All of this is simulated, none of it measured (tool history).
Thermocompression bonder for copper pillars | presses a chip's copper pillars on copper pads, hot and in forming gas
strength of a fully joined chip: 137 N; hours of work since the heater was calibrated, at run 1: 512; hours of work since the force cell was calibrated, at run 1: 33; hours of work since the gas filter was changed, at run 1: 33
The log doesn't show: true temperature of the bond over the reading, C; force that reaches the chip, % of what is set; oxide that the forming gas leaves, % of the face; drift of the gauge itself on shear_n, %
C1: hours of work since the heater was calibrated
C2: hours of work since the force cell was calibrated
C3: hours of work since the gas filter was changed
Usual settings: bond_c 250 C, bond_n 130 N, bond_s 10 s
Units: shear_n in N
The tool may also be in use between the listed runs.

run 1 hour=0.0 | bond_c=250 bond_n=130 bond_s=10 | C1=512 C2=33 C3=33 | shear_n=63.1
run 2 hour=76.7 | bond_c=268 bond_n=130 bond_s=10 | C1=561 C2=82 C3=82 | shear_n=79.5
run 3 hour=123.9 | bond_c=268 bond_n=130 bond_s=10 | C1=591 C2=112 C3=112 | shear_n=78.4
run 4 hour=162.8 | bond_c=268 bond_n=130 bond_s=10 | C1=616 C2=136 C3=136 | shear_n=77.0
-- hour=198.7 forming gas filter changed
run 5 hour=217.3 | bond_c=250 bond_n=79 bond_s=10 | C1=651 C2=171 C3=12 | shear_n=47.9
run 6 hour=276.1 | bond_c=250 bond_n=130 bond_s=10 | C1=688 C2=208 C3=49 | shear_n=61.5
run 7 hour=323.5 | bond_c=250 bond_n=130 bond_s=10 | C1=718 C2=239 C3=79 | shear_n=60.8
run 8 hour=398.5 | bond_c=250 bond_n=130 bond_s=10 | C1=766 C2=286 C3=127 | shear_n=59.8
-- hour=442.0 forming gas filter changed
run 9 hour=470.4 | bond_c=267 bond_n=130 bond_s=10 | C1=812 C2=332 C3=18 | shear_n=79.5
run 10 hour=527.3 | bond_c=225 bond_n=130 bond_s=10 | C1=848 C2=368 C3=54 | shear_n=38.7
run 11 hour=582.6 | bond_c=225 bond_n=130 bond_s=10 | C1=883 C2=403 C3=90 | shear_n=38.0
run 12 hour=617.7 | bond_c=250 bond_n=130 bond_s=10 | C1=905 C2=426 C3=112 | shear_n=59.2
-- hour=688.5 forming gas filter changed
run 13 hour=692.2 | bond_c=260 bond_n=130 bond_s=10 | C1=952 C2=473 C3=2 | shear_n=73.6
run 14 hour=744.9 | bond_c=260 bond_n=130 bond_s=10 | C1=986 C2=506 C3=36 | shear_n=72.2
run 15 hour=816.8 | bond_c=263 bond_n=130 bond_s=10 | C1=1032 C2=552 C3=82 | shear_n=72.8
run 16 hour=892.7 | bond_c=263 bond_n=130 bond_s=10 | C1=1080 C2=601 C3=130 | shear_n=70.7
-- hour=932.1 forming gas filter changed
run 17 hour=941.6 | bond_c=250 bond_n=130 bond_s=23 | C1=1111 C2=631 C3=6 | shear_n=82.3
run 18 hour=1006.9 | bond_c=250 bond_n=130 bond_s=23 | C1=1153 C2=673 C3=48 | shear_n=81.2
run 19 hour=1072.6 | bond_c=250 bond_n=99 bond_s=23 | C1=1194 C2=715 C3=90 | shear_n=69.6
run 20 hour=1129.4 | bond_c=250 bond_n=99 bond_s=23 | C1=1231 C2=751 C3=126 | shear_n=69.3
run 21 hour=1165.3 | bond_c=250 bond_n=99 bond_s=23 | C1=1254 C2=774 C3=149 | shear_n=68.5
-- hour=1175.5 forming gas filter changed
run 22 hour=1210.1 | bond_c=251 bond_n=189 bond_s=28 | C1=1282 C2=802 C3=22 | shear_n=99.1
run 23 hour=1277.3 | bond_c=241 bond_n=81 bond_s=10 | C1=1325 C2=845 C3=65 | shear_n=39.3
run 24 hour=1347.6 | bond_c=241 bond_n=81 bond_s=10 | C1=1369 C2=890 C3=110 | shear_n=38.2
-- hour=1420.9 forming gas filter changed
run 25 hour=1420.9 | bond_c=241 bond_n=81 bond_s=10 | C1=1416 C2=936 C3=0 | shear_n=39.7
run 26 hour=1462.4 | bond_c=241 bond_n=173 bond_s=10 | C1=1442 C2=962 C3=26 | shear_n=60.1
run 27 hour=1523.3 | bond_c=241 bond_n=117 bond_s=7 | C1=1481 C2=1001 C3=65 | shear_n=41.5
-- hour=1530.3 heater calibrated with a thermocouple chip
run 28 hour=1572.9 | bond_c=221 bond_n=83 bond_s=27 | C1=27 C2=1032 C3=96 | shear_n=36.9
run 29 hour=1621.0 | bond_c=221 bond_n=131 bond_s=15 | C1=58 C2=1062 C3=126 | shear_n=37.7
-- hour=1668.6 forming gas filter changed
run 30 hour=1680.8 | bond_c=273 bond_n=130 bond_s=10 | C1=96 C2=1100 C3=8 | shear_n=80.7
run 31 hour=1751.3 | bond_c=228 bond_n=130 bond_s=10 | C1=140 C2=1145 C3=53 | shear_n=38.6
-- hour=1803.5 heater calibrated with a thermocouple chip, once more
run 32 hour=1825.9 | bond_c=264 bond_n=176 bond_s=15 | C1=14 C2=1191 C3=99 | shear_n=98.0
run 33 hour=1880.2 | bond_c=264 bond_n=176 bond_s=15 | C1=49 C2=1226 C3=133 | shear_n=95.2
-- hour=1917.6 forming gas filter changed
run 34 hour=1935.7 | bond_c=264 bond_n=176 bond_s=15 | C1=84 C2=1261 C3=12 | shear_n=101.6
run 35 hour=2003.2 | bond_c=250 bond_n=105 bond_s=13 | C1=127 C2=1304 C3=55 | shear_n=63.8
run 36 hour=2060.5 | bond_c=250 bond_n=105 bond_s=13 | C1=163 C2=1340 C3=91 | shear_n=62.6
run 37 hour=2107.4 | bond_c=274 bond_n=176 bond_s=18 | C1=193 C2=1370 C3=121 | shear_n=106.9
-- hour=2162.3 forming gas filter changed
run 38 hour=2173.8 | bond_c=237 bond_n=157 bond_s=6 | C1=235 C2=1412 C3=7 | shear_n=47.8
run 39 hour=2254.3 | bond_c=237 bond_n=157 bond_s=6 | C1=287 C2=1463 C3=59 | shear_n=46.7

Measured less the same run without the tool's hidden state. The same run-to-run variation is in both; the gauge's scatter may not be:
run=1 shear_n=-3.0
run=2 shear_n=-5.1
run=3 shear_n=-6.2
run=4 shear_n=-7.2
run=5 shear_n=-2.4
run=6 shear_n=-4.0
run=7 shear_n=-4.9
run=8 shear_n=-6.2
run=9 shear_n=-3.7
run=10 shear_n=-3.5
run=11 shear_n=-4.2
run=12 shear_n=-6.2
run=13 shear_n=-3.5
run=14 shear_n=-4.7
run=15 shear_n=-6.3
run=16 shear_n=-8.1
run=17 shear_n=-4.4
run=18 shear_n=-5.8
run=19 shear_n=-6.8
run=20 shear_n=-8.0
run=21 shear_n=-8.8
run=22 shear_n=-5.0
run=23 shear_n=-4.3
run=24 shear_n=-5.3
run=25 shear_n=-3.6
run=26 shear_n=-5.4
run=27 shear_n=-5.0
run=28 shear_n=-8.3
run=29 shear_n=-9.2
run=30 shear_n=-8.4
run=31 shear_n=-7.8
run=32 shear_n=-4.1
run=33 shear_n=-5.6
run=34 shear_n=-0.6
run=35 shear_n=-1.8
run=36 shear_n=-2.9
run=37 shear_n=-6.4
run=38 shear_n=-0.6
run=39 shear_n=-1.9

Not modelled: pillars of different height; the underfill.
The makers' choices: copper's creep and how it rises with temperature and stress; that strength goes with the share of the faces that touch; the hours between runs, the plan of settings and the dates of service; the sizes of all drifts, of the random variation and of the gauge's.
